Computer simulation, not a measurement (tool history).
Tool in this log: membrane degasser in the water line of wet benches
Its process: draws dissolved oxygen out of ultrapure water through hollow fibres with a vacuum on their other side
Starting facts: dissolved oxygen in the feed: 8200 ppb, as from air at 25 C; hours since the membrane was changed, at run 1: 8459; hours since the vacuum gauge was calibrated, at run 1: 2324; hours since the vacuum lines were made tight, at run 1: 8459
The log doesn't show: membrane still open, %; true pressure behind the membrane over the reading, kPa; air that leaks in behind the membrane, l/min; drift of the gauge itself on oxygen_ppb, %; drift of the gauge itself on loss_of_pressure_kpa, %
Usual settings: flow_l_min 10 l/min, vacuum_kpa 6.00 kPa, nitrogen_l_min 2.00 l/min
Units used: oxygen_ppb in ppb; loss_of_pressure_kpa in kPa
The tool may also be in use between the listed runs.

run    hour  flow_l_min  vacuum_kpa  nitrogen_l_min  hours since the membrane was changed  hours since the vacuum gauge was calibrated  hours since the vacuum lines were made tight  oxygen_ppb  loss_of_pressure_kpa
  1     0.0          10        6.00            2.00                                  8459                                         2324                                          8459       428.1                 66.95
  2   287.2          10        6.00            2.00                                  8746                                         2612                                          8746       421.7                 67.37
  3   489.5          10        6.00            2.00                                  8949                                         2814                                          8949       429.4                 67.24
  4   693.6          10        6.00            2.00                                  9153                                         3018                                          9153       430.2                 67.31
  5   820.8          10        6.00            2.00                                  9280                                         3145                                          9280       425.0                 67.56
  6  1037.7          10        6.00            2.00                                  9497                                         3362                                          9497       424.9                 67.52
  7  1162.7          10        6.00            2.00                                  9622                                         3487                                          9622       431.8                 67.70
  8  1449.7          10        6.00            2.00                                  9909                                         3774                                          9909       436.4                 67.46
  9  1738.8          10       14.53            2.00                                 10198                                         4063                                         10198       525.7                 67.77
 10  1918.0          10       14.53            2.00                                 10377                                         4242                                         10377       531.8                 68.35
     1989.4  -- vacuum gauge calibrated
     2023.6  -- seals of the vacuum lines changed
 11  2092.8          10        4.98            2.00                                 10549                                          101                                            69       425.3                 68.08
 12  2369.7          10        4.98            2.00                                 10826                                          378                                           346       426.6                 68.12
 13  2542.2          10        4.98            2.00                                 10999                                          551                                           519       421.6                 68.50
 14  2800.1          10        6.00            1.55                                 11257                                          809                                           776       452.5                 68.53
 15  2930.5          10        6.00            1.55                                 11387                                          939                                           907       456.9                 68.06
 16  3174.2          10        6.00            2.00                                 11631                                         1183                                          1151       445.8                 69.02
 17  3322.5          10        6.00            1.71                                 11779                                         1331                                          1299       449.5                 68.38
 18  3570.5          10        6.00            1.71                                 12027                                         1579                                          1547       452.6                 68.76
 19  3836.6          10        6.00            1.71                                 12293                                         1845                                          1813       462.6                 68.35
 20  4024.6           7        4.47            1.36                                 12481                                         2033                                          2001       185.0                 48.65
 21  4231.9           7        4.47            1.36                                 12688                                         2240                                          2208       187.9                 48.60
 22  4502.4           7        4.47            2.94                                 12959                                         2511                                          2479       181.9                 48.82
 23  4767.2          13        8.73            2.00                                 13224                                         2776                                          2744       810.9                 90.19
 24  4968.9          13        8.73            2.00                                 13425                                         2977                                          2945       808.6                 90.78
 25  5151.9          13        8.73            2.00                                 13609                                         3160                                          3128       813.7                 90.05
 26  5310.6          13        8.73            2.00                                 13767                                         3319                                          3287       812.2                 90.43
 27  5543.1          16       11.84            5.63                                 14000                                         3552                                          3519      1074.1                111.67
 28  5767.3          16       11.84            5.63                                 14224                                         3776                                          3744      1097.3                112.61
 29  5911.5          16       11.84            5.63                                 14368                                         3920                                          3888      1096.1                112.40
 30  6075.7           7        5.52            1.36                                 14532                                         4084                                          4052       210.4                 48.81
     6316.5  -- vacuum gauge calibrated
 31  6333.7           7        5.52            1.36                                 14790                                           17                                          4310       210.8                 49.60

Below are 3 alternative next runs, each starting from the tool's condition after run 31. Predict each:
  A  6553.6          10        6.00            0.92                                 15010                                          237                                          4530           ?                     ?
  B  6553.6          12        3.85            0.87                                 15010                                          237                                          4530           ?                     ?
  C  6553.6           7       13.55            2.00                                 15010                                          237                                          4530           ?                     ?

run  oxygen_ppb  loss_of_pressure_kpa
  A       513.3                 69.93
  B       665.0                 84.41
  C       270.0                 49.11
With the hidden condition removed and each run's random variation left untouched, the same runs would have given:
run  oxygen_ppb  loss_of_pressure_kpa
  A       392.8                 63.02
  B       509.2                 76.08
  C       207.5                 44.24
